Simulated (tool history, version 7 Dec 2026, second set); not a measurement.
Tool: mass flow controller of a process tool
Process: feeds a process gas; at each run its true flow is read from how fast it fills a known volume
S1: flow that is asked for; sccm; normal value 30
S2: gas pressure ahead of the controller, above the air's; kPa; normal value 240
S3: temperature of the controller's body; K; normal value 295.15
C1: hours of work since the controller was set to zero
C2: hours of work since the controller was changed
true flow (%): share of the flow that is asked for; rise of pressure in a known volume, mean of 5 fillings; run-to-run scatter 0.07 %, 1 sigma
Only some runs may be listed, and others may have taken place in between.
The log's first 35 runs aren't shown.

{"run": 36, "hour": 5654.9, "S1": 7, "S2": 154, "S3": 308.15, "C1": 3909, "C2": 3909, "true flow (%)": 99.49}
{"run": 37, "hour": 5845.8, "S1": 8, "S2": 205, "S3": 306.15, "C1": 3997, "C2": 3997, "true flow (%)": 99.86}
{"run": 38, "hour": 6055.0, "S1": 6, "S2": 201, "S3": 313.15, "C1": 4094, "C2": 4094, "true flow (%)": 100.1}
{"run": 39, "hour": 6240.6, "S1": 17, "S2": 242, "S3": 298.15, "C1": 4180, "C2": 4180, "true flow (%)": 100.51}
{"run": 40, "hour": 6345.6, "S1": 17, "S2": 242, "S3": 298.15, "C1": 4229, "C2": 4229, "true flow (%)": 100.48}
{"run": 41, "hour": 6535.2, "S1": 17, "S2": 148, "S3": 297.15, "C1": 4317, "C2": 4317, "true flow (%)": 100.06}
{"run": 42, "hour": 6732.5, "S1": 27, "S2": 148, "S3": 298.15, "C1": 4408, "C2": 4408, "true flow (%)": 100.72}
{"run": 43, "hour": 6872.6, "S1": 9, "S2": 148, "S3": 298.15, "C1": 4473, "C2": 4473, "true flow (%)": 99.81}
{"run": 44, "hour": 7047.5, "S1": 5, "S2": 159, "S3": 295.15, "C1": 4554, "C2": 4554, "true flow (%)": 99.72}
{"run": 45, "hour": 7141.2, "S1": 35, "S2": 236, "S3": 306.15, "C1": 4598, "C2": 4598, "true flow (%)": 102.05}
{"run": 46, "hour": 7304.4, "S1": 8, "S2": 212, "S3": 303.15, "C1": 4673, "C2": 4673, "true flow (%)": 100.62}
{"run": 47, "hour": 7469.1, "S1": 8, "S2": 212, "S3": 303.15, "C1": 4749, "C2": 4749, "true flow (%)": 100.65}

4 options for the next run, each taken on its own from the tool as it stands now. Forecast them:
{"run": "A", "hour": 7578.8, "S1": 30, "S2": 240, "S3": 308.15, "C1": 4800, "C2": 4800, "true flow (%)": "?"}
{"run": "B", "hour": 7578.8, "S1": 8, "S2": 212, "S3": 308.15, "C1": 4800, "C2": 4800, "true flow (%)": "?"}
{"run": "C", "hour": 7578.8, "S1": 32, "S2": 212, "S3": 300.15, "C1": 4800, "C2": 4800, "true flow (%)": "?"}
{"run": "D", "hour": 7578.8, "S1": 8, "S2": 199, "S3": 303.15, "C1": 4800, "C2": 4800, "true flow (%)": "?"}

run=A true_flow_(%)=102.12
run=B true_flow_(%)=100.83
run=C true_flow_(%)=101.62
run=D true_flow_(%)=100.78
The same runs, with their run-to-run variation unchanged, on a tool lacking any hidden condition would have given:
run=A true_flow_(%)=99.71
run=B true_flow_(%)=98.45
run=C true_flow_(%)=99.22
run=D true_flow_(%)=98.41
